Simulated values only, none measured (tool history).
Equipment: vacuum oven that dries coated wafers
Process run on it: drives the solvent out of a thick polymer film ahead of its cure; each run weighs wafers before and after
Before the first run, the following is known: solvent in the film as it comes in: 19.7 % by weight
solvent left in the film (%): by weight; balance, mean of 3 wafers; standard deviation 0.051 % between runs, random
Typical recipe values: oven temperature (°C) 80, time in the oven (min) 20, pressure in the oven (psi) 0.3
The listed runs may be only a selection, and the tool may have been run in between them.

run,hour,oven temperature (°C),time in the oven (min),pressure in the oven (psi),solvent left in the film (%)
1,0.0,80,20,0.3,2.75
2,20.4,80,20,0.3,2.78
3,47.6,80,20,0.3,2.72
4,83.9,80,20,0.3,2.83
5,106.8,80,20,0.3,2.69
6,132.1,81,20,0.3,2.50
7,173.4,80,20,0.3,2.67

Run 8 is up next; what results do you expect?
8,208.7,80,20,0.3,?

{"run 8": {"solvent left in the film (%)": 2.67}}
If the tool had no hidden condition, the same run with the same run-to-run variation would have returned solvent left in the film (%) 2.92.

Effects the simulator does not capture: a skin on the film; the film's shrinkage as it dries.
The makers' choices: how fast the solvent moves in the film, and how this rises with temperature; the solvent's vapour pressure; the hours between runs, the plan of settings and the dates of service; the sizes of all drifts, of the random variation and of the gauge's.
